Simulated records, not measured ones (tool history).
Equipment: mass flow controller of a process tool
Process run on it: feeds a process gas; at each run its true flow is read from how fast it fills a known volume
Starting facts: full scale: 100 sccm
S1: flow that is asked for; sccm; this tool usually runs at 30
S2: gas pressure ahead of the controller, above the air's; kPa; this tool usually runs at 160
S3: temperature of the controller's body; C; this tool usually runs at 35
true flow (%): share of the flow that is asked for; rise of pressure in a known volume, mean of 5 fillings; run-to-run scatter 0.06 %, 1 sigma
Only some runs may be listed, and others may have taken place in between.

run 1 day=0 | S1=30 S2=160 S3=35 | true_flow_(%)=98.04
run 2 day=5.029 | S1=30 S2=160 S3=35 | true_flow_(%)=98.13
run 3 day=8.15 | S1=30 S2=160 S3=35 | true_flow_(%)=98.09
run 4 day=13.958 | S1=30 S2=160 S3=35 | true_flow_(%)=98.21
run 5 day=19.733 | S1=30 S2=160 S3=35 | true_flow_(%)=98.13
run 6 day=23.662 | S1=30 S2=160 S3=35 | true_flow_(%)=98.18
run 7 day=28.375 | S1=47 S2=184 S3=35 | true_flow_(%)=98.52
run 8 day=31.688 | S1=14 S2=214 S3=24 | true_flow_(%)=97.94
run 9 day=38.817 | S1=95 S2=214 S3=36 | true_flow_(%)=99.47
run 10 day=45.75 | S1=30 S2=160 S3=33 | true_flow_(%)=98.37

Results for each run, recomputed without the tool's hidden state and with each run's random variation untouched:
What the log doesn't record here: flow at rest that the sensor doesn't see, % of full scale; true flow over the shown one, %; drift of the gauge itself on true_pct, %.
run=1 true_flow_(%)=98.04
run=2 true_flow_(%)=98.11
run=3 true_flow_(%)=98.05
run=4 true_flow_(%)=98.14
run=5 true_flow_(%)=98.03
run=6 true_flow_(%)=98.06
run=7 true_flow_(%)=98.38
run=8 true_flow_(%)=97.79
run=9 true_flow_(%)=99.28
run=10 true_flow_(%)=98.15
